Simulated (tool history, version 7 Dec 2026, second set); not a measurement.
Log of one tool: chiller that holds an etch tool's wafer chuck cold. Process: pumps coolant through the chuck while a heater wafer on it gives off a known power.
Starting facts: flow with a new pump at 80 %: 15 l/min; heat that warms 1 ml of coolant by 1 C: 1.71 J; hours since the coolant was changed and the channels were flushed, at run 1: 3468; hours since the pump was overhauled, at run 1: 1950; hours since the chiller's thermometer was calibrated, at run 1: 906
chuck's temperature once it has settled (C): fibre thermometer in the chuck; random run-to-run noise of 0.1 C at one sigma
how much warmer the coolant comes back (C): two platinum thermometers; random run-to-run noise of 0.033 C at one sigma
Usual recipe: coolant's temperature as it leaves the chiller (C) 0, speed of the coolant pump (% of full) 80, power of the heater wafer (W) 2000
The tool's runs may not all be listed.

run	day	coolant's temperature as it leaves the chiller (C)	speed of the coolant pump (% of full)	power of the heater wafer (W)	hours since the coolant was changed and the channels were flushed	hours since the pump was overhauled	hours since the chiller's thermometer was calibrated	chuck's temperature once it has settled (C)	how much warmer the coolant comes back (C)
1	0.000	0	80	2000	3468	1950	906	15.5	4.68
2	2.262	-2	80	2000	3522	2005	961	13.4	4.64
3	3.908	0	80	2164	3562	2044	1000	16.7	5.10
4	5.392	0	80	2000	3598	2080	1036	15.4	4.71
5	7.846	0	80	2000	3656	2139	1095	15.6	4.70
6	9.488	-10	80	2000	3696	2178	1134	5.4	4.76
7	11.121	0	80	2000	3735	2217	1173	15.3	4.81
8	12.542	-2	80	2000	3769	2251	1208	13.3	4.75
9	14.246	0	80	2000	3810	2292	1248	15.3	4.90
10	15.700	0	80	2000	3845	2327	1283	15.4	4.82
11	17.242	0	80	2000	3882	2364	1320	15.3	4.88
12	18.279	0	80	2000	3907	2389	1345	15.3	4.82
13	20.546	0	80	2000	3961	2443	1400	15.3	4.90
14	22.633	0	80	2000	4011	2494	1450	15.3	4.91
15	24.500	0	80	2000	4056	2538	1495	15.2	4.94
16	25.971	0	80	2485	4091	2574	1530	19.0	6.12
17	27.658	0	80	1672	4132	2614	1570	13.0	4.21
# day 28.938: gauge calibrated
18	29.250	0	80	1672	4170	2652	1609	13.0	3.89
19	30.979	-2	96	1672	4212	2694	1650	9.6	3.32
20	32.496	-5	80	1672	4248	2730	1686	8.0	3.93
21	34.142	0	80	1092	4288	2770	1726	8.5	2.66
22	35.904	0	63	2000	4330	2812	1768	17.5	6.06
23	37.725	0	63	2000	4374	2856	1812	17.4	6.03
24	38.725	0	63	2000	4398	2880	1836	17.6	6.08
25	40.938	0	63	2000	4451	2933	1889	17.5	6.08
26	43.371	-4	88	1296	4509	2991	1947	5.4	2.91
27	44.462	-4	88	1296	4535	3017	1974	5.4	2.91
28	45.821	5	82	1296	4568	3050	2006	14.7	3.21
29	47.225	0	91	2000	4602	3084	2040	14.4	4.30
30	49.708	9	80	2703	4661	3143	2100	29.7	6.59
31	52.154	-6	76	1130	4720	3202	2158	2.8	3.04

Hidden state at the last listed run before each entry between runs and at the first one after, where it differs:
Between runs 17 and 18: gauge calibrated (day 28.938)
  drift of the gauge itself on warmer_back_c, C: 0.32 -> 0
  measured value less the no-hidden-state value, how much warmer the coolant comes back (C): +0.32 -> +0.01
